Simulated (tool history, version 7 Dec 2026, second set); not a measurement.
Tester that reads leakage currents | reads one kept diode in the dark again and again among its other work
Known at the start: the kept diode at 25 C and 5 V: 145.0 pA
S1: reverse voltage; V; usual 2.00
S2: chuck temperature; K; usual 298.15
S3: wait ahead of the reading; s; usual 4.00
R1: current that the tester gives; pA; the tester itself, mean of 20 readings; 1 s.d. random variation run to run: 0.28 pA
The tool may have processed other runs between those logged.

{"run": 1, "hour": 0.0, "S1": 2.0, "S2": 298.15, "S3": 4.0, "R1": 90.76}
{"run": 2, "hour": 25.6, "S1": 2.0, "S2": 298.15, "S3": 4.0, "R1": 90.31}
{"run": 3, "hour": 51.2, "S1": 2.0, "S2": 298.15, "S3": 4.0, "R1": 90.49}
{"run": 4, "hour": 68.9, "S1": 2.0, "S2": 298.15, "S3": 4.0, "R1": 90.74}
{"run": 5, "hour": 88.7, "S1": 2.0, "S2": 298.15, "S3": 4.0, "R1": 91.19}
{"run": 6, "hour": 119.3, "S1": 15.47, "S2": 307.15, "S3": 4.0, "R1": 556.28}
{"run": 7, "hour": 146.2, "S1": 15.47, "S2": 307.15, "S3": 4.0, "R1": 559.73}
{"run": 8, "hour": 183.4, "S1": 1.88, "S2": 298.15, "S3": 4.0, "R1": 87.83}
{"run": 9, "hour": 203.3, "S1": 7.44, "S2": 298.15, "S3": 3.33, "R1": 181.22}

Expected results for the next run?
{"run": 10, "hour": 238.3, "S1": 2.44, "S2": 301.15, "S3": 0.52, "R1": "?"}

{"run 10": {"R1": 130.35}}
Were there no unlogged condition in the tool, this run, its random variation unchanged, would have produced R1 129.81 pA.
